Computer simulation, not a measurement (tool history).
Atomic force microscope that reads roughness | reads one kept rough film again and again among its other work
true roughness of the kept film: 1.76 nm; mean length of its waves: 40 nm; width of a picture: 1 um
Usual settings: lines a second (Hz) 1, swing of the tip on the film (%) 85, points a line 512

run	hour	lines a second (Hz)	swing of the tip on the film (%)	points a line	roughness of the kept film (nm (root mean square))
1	0	1	85	512	1.42
# hour 56.4: new tip fitted
2	57.6	1.24	85	512	1.451
3	89.2	1.24	85	512	1.433
4	130.9	1.02	85	512	1.443
5	165.7	1.02	57	512	1.547
6	201.6	1.02	57	512	1.539
# hour 224.6: new tip fitted
7	238.4	1.02	57	512	1.62
# hour 242.8: height scale calibrated on a step standard
8	273.3	1.02	69	512	1.555
9	329.5	1	85	512	1.412
10	375.1	2.83	68	595	1.375
# hour 398.8: new tip fitted
11	404.8	1.06	82	760	1.527
12	463.7	1.01	65	279	1.562
13	524.4	0.86	86	936	1.436
14	554.5	0.66	83	722	1.46
# hour 567.8: new tip fitted
# hour 584.6: height scale calibrated on a step standard, once more
15	600.9	0.66	83	722	1.528
16	627.1	1	57	586	1.6
17	657.2	1	57	586	1.561

The same runs without the tool's hidden state, with the same run-to-run variation:
The hidden state here: radius of the tip, nm; height scale over the true one, %; drift of the gauge itself on roughness_nm, %.
run	roughness of the kept film (nm (root mean square))
1	1.494
2	1.449
3	1.453
4	1.496
5	1.631
6	1.65
7	1.633
8	1.589
9	1.484
10	1.474
11	1.523
12	1.602
13	1.518
14	1.565
15	1.562
16	1.657
17	1.638
